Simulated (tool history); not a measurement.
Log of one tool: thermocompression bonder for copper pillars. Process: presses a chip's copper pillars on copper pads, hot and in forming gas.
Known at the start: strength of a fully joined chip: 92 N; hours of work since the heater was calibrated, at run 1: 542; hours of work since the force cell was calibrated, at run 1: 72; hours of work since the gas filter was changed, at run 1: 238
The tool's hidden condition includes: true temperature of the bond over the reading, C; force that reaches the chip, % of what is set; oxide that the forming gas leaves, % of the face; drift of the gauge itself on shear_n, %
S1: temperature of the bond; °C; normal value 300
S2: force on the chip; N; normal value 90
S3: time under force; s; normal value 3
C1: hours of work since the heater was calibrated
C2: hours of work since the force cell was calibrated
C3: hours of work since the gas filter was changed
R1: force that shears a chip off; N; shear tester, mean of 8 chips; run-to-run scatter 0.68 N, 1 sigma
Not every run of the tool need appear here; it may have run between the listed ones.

| run | hour | S1 | S2 | S3 | C1 | C2 | C3 | R1 |
|---|---|---|---|---|---|---|---|---|
| 1 | 0 | 300 | 90 | 3 | 542 | 72 | 238 | 64.3 |
| 2 | 17.5 | 300 | 115 | 3 | 553 | 82 | 248 | 75.5 |
| 3 | 31.7 | 326 | 90 | 3 | 561 | 90 | 256 | 72.7 |
| 4 | 44 | 300 | 90 | 3 | 568 | 97 | 263 | 65.2 |
| 5 | 55.7 | 300 | 90 | 3 | 574 | 104 | 270 | 64.3 |
| 6 | 79.9 | 300 | 90 | 3 | 588 | 118 | 283 | 63.6 |
| 7 | 94.2 | 300 | 90 | 3 | 597 | 126 | 292 | 62.9 |
| 8 | 113.4 | 300 | 90 | 3 | 608 | 137 | 303 | 64 |
|  | 117.6 | heater calibrated with a thermocouple chip |
| 9 | 135.3 | 300 | 90 | 3 | 10 | 148 | 314 | 63.6 |
| 10 | 152.7 | 300 | 90 | 3 | 20 | 158 | 324 | 63.2 |
| 11 | 173 | 300 | 90 | 3 | 32 | 170 | 336 | 63.3 |
| 12 | 191.9 | 300 | 109 | 5 | 43 | 181 | 347 | 77.2 |
|  | 200.4 | forming gas filter changed |
| 13 | 210.3 | 300 | 109 | 5 | 53 | 191 | 6 | 81.4 |
|  | 233.1 | heater calibrated with a thermocouple chip, once more |
| 14 | 235.4 | 300 | 109 | 5 | 1 | 204 | 19 | 82.2 |
| 15 | 247.9 | 315 | 133 | 4 | 8 | 212 | 26 | 88.8 |
| 16 | 269.2 | 315 | 133 | 4 | 21 | 224 | 38 | 88.2 |
| 17 | 290.9 | 289 | 76 | 4 | 33 | 236 | 51 | 61.3 |
| 18 | 314.3 | 289 | 76 | 3 | 47 | 250 | 64 | 55.6 |
| 19 | 334.5 | 275 | 76 | 2 | 58 | 261 | 76 | 42.7 |
| 20 | 357.8 | 275 | 76 | 2 | 72 | 275 | 89 | 42.5 |

Consider 5 possible next runs. They are alternatives, not a sequence: every one starts from the tool as it was left by run 20. What does each give?
| A | 375.9 | 326 | 76 | 3 | 82 | 285 | 100 | ? |
| B | 375.9 | 308 | 73 | 6 | 82 | 285 | 100 | ? |
| C | 375.9 | 275 | 87 | 2 | 82 | 285 | 100 | ? |
| D | 375.9 | 300 | 55 | 6 | 82 | 285 | 100 | ? |
| E | 375.9 | 291 | 121 | 4 | 82 | 285 | 100 | ? |

| run | R1 |
|---|---|
| A | 67.4 |
| B | 70 |
| C | 49.4 |
| D | 55.1 |
| E | 81.1 |
What these runs would have given with no unlogged condition in the tool:
| run | R1 |
|---|---|
| A | 67.9 |
| B | 70.6 |
| C | 49.6 |
| D | 55.3 |
| E | 82.1 |
